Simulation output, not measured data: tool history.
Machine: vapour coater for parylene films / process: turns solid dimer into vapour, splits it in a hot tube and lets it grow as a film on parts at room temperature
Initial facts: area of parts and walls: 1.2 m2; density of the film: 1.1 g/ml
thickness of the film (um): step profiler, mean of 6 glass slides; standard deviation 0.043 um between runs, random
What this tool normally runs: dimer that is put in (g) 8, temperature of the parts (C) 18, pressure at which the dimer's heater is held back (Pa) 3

run	hour	dimer that is put in (g)	temperature of the parts (C)	pressure at which the dimer's heater is held back (Pa)	thickness of the film (um)
1	0	8	18	3	4.74
2	18	8	18	6.37	3.98
3	28.1	8	18	6.37	3.97
4	48.3	8	18	6.37	4.06
5	62.9	8	18	8.68	3.73
6	74.1	8	18	8.68	3.77
7	92.4	8	18	8.68	3.67
8	107.7	8	18	8.68	3.73
9	118.2	10	18	3	5.93
10	136.8	8	10	4.27	5.26
11	154.3	6	18	8.64	2.8
12	164.5	6	18	8.64	2.82
13	184.2	8	16	4.35	4.62
14	204.5	8	16	4.35	4.62
15	225.7	8	16	4.35	4.52

What will run 16 give?
16	236.7	6	27	7.76	?

For run 16 the tool returned thickness of the film (um) 2.39.
Minus the tool's unlogged condition, the same run would have read thickness of the film (um) 2.39.

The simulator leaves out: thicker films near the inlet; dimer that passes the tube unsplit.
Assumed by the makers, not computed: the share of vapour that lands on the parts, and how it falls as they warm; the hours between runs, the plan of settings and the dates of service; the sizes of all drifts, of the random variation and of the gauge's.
